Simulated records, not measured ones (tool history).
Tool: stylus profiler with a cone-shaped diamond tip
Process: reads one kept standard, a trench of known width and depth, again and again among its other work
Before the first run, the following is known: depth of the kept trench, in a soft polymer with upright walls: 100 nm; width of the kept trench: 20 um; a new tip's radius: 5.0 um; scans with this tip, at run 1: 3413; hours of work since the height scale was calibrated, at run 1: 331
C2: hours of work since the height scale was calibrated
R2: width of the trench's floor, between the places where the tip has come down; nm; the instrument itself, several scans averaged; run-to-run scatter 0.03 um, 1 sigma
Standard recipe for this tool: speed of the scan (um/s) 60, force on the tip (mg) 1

run 1 hour=0 | speed_of_the_scan_(um/s)=60 force_on_the_tip_(mg)=1 | scans_with_this_tip=3413 C2=331 | depth_of_the_trench_(nm)=100.45 R2=17200
run 2 hour=17.4 | speed_of_the_scan_(um/s)=19 force_on_the_tip_(mg)=1 | scans_with_this_tip=3547 C2=344 | depth_of_the_trench_(nm)=100.46 R2=17460
run 3 hour=33.3 | speed_of_the_scan_(um/s)=60 force_on_the_tip_(mg)=1 | scans_with_this_tip=3669 C2=356 | depth_of_the_trench_(nm)=100.46 R2=17130
run 4 hour=57.4 | speed_of_the_scan_(um/s)=60 force_on_the_tip_(mg)=1 | scans_with_this_tip=3854 C2=374 | depth_of_the_trench_(nm)=100.43 R2=17170
run 5 hour=73.8 | speed_of_the_scan_(um/s)=60 force_on_the_tip_(mg)=1 | scans_with_this_tip=3979 C2=386 | depth_of_the_trench_(nm)=100.45 R2=17140
run 6 hour=91.2 | speed_of_the_scan_(um/s)=60 force_on_the_tip_(mg)=1 | scans_with_this_tip=4112 C2=399 | depth_of_the_trench_(nm)=100.45 R2=17170
run 7 hour=122.3 | speed_of_the_scan_(um/s)=60 force_on_the_tip_(mg)=1 | scans_with_this_tip=4350 C2=422 | depth_of_the_trench_(nm)=100.43 R2=17110
run 8 hour=152.5 | speed_of_the_scan_(um/s)=60 force_on_the_tip_(mg)=1 | scans_with_this_tip=4582 C2=444 | depth_of_the_trench_(nm)=100.43 R2=17060
run 9 hour=183.6 | speed_of_the_scan_(um/s)=60 force_on_the_tip_(mg)=0.45 | scans_with_this_tip=4821 C2=468 | depth_of_the_trench_(nm)=100.17 R2=16860
run 10 hour=198.5 | speed_of_the_scan_(um/s)=160 force_on_the_tip_(mg)=0.61 | scans_with_this_tip=4935 C2=479 | depth_of_the_trench_(nm)=100.25 R2=15980
run 11 hour=223.8 | speed_of_the_scan_(um/s)=35 force_on_the_tip_(mg)=0.4 | scans_with_this_tip=5129 C2=497 | depth_of_the_trench_(nm)=100.16 R2=17110
run 12 hour=248.6 | speed_of_the_scan_(um/s)=35 force_on_the_tip_(mg)=0.4 | scans_with_this_tip=5319 C2=516 | depth_of_the_trench_(nm)=100.14 R2=17100
run 13 hour=265.1 | speed_of_the_scan_(um/s)=129 force_on_the_tip_(mg)=0.35 | scans_with_this_tip=5446 C2=528 | depth_of_the_trench_(nm)=100.12 R2=15790
run 14 hour=284.5 | speed_of_the_scan_(um/s)=129 force_on_the_tip_(mg)=0.35 | scans_with_this_tip=5595 C2=543 | depth_of_the_trench_(nm)=100.11 R2=15800
run 15 hour=297.1 | speed_of_the_scan_(um/s)=68 force_on_the_tip_(mg)=1.31 | scans_with_this_tip=5691 C2=552 | depth_of_the_trench_(nm)=100.56 R2=17020
run 16 hour=314.2 | speed_of_the_scan_(um/s)=20 force_on_the_tip_(mg)=2.74 | scans_with_this_tip=5822 C2=565 | depth_of_the_trench_(nm)=100.98 R2=17350
run 17 hour=332.5 | speed_of_the_scan_(um/s)=58 force_on_the_tip_(mg)=1.99 | scans_with_this_tip=5963 C2=578 | depth_of_the_trench_(nm)=100.73 R2=17110
run 18 hour=345.4 | speed_of_the_scan_(um/s)=58 force_on_the_tip_(mg)=1.99 | scans_with_this_tip=6061 C2=588 | depth_of_the_trench_(nm)=100.73 R2=17140

Here are 4 independent what-if runs from the current tool condition. What would each one return?
run A hour=358.5 | speed_of_the_scan_(um/s)=112 force_on_the_tip_(mg)=0.79 | scans_with_this_tip=6161 C2=598 | depth_of_the_trench_(nm)=? R2=?
run B hour=358.5 | speed_of_the_scan_(um/s)=52 force_on_the_tip_(mg)=1.99 | scans_with_this_tip=6161 C2=598 | depth_of_the_trench_(nm)=? R2=?
run C hour=358.5 | speed_of_the_scan_(um/s)=120 force_on_the_tip_(mg)=1.47 | scans_with_this_tip=6161 C2=598 | depth_of_the_trench_(nm)=? R2=?
run D hour=358.5 | speed_of_the_scan_(um/s)=149 force_on_the_tip_(mg)=1 | scans_with_this_tip=6161 C2=598 | depth_of_the_trench_(nm)=? R2=?

run=A depth_of_the_trench_(nm)=100.3 R2=16480
run=B depth_of_the_trench_(nm)=100.76 R2=17150
run=C depth_of_the_trench_(nm)=100.59 R2=16740
run=D depth_of_the_trench_(nm)=100.41 R2=16280
With the hidden condition removed and each run's random variation left untouched, the same runs would have given:
run=A depth_of_the_trench_(nm)=100.5 R2=17050
run=B depth_of_the_trench_(nm)=100.97 R2=17720
run=C depth_of_the_trench_(nm)=100.79 R2=17300
run=D depth_of_the_trench_(nm)=100.62 R2=16840

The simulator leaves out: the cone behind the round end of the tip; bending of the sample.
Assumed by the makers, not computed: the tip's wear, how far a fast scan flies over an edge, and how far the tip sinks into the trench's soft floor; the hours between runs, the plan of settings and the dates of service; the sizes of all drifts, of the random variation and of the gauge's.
